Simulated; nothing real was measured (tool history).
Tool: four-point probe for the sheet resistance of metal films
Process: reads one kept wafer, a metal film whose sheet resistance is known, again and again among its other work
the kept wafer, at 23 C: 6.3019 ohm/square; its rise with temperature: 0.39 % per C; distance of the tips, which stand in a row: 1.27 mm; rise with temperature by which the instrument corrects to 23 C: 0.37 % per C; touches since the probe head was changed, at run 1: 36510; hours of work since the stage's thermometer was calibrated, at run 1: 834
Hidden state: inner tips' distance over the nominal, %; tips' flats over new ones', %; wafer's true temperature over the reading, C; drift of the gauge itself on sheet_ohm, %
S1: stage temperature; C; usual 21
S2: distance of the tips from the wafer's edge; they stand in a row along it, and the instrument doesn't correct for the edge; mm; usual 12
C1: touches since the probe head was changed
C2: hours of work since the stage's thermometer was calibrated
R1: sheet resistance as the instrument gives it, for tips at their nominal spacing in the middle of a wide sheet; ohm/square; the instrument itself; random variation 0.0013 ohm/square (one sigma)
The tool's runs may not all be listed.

| run | hour | S1 | S2 | C1 | C2 | R1 |
|---|---|---|---|---|---|---|
| 1 | 0 | 21 | 12 | 36510 | 834 | 6.33896 |
| 2 | 20.2 | 21 | 12 | 37026 | 846 | 6.336933 |
| 3 | 52.6 | 21 | 12 | 37853 | 867 | 6.339335 |
| 4 | 77.3 | 21 | 12 | 38485 | 882 | 6.336276 |
| 5 | 107.8 | 19 | 12 | 39265 | 901 | 6.33443 |
| 6 | 126 | 33 | 12 | 39729 | 913 | 6.349957 |
| 7 | 155.6 | 33 | 70 | 40485 | 931 | 6.313905 |
| 8 | 177.5 | 21 | 74 | 41046 | 945 | 6.304029 |
| 9 | 193.8 | 21 | 74 | 41464 | 956 | 6.303008 |
| 10 | 210.7 | 21 | 74 | 41894 | 966 | 6.299377 |
| 11 | 235.3 | 21 | 74 | 42524 | 982 | 6.302102 |
| 12 | 255.9 | 21 | 7 | 43049 | 995 | 6.408312 |

Forecast run 13:
| 13 | 281.1 | 20 | 25 | 43693 | 1011 | ? |

Run 13 gave R1 6.307437 ohm/square.
Without the tool's hidden state the same run would have given R1 6.307256 ohm/square.

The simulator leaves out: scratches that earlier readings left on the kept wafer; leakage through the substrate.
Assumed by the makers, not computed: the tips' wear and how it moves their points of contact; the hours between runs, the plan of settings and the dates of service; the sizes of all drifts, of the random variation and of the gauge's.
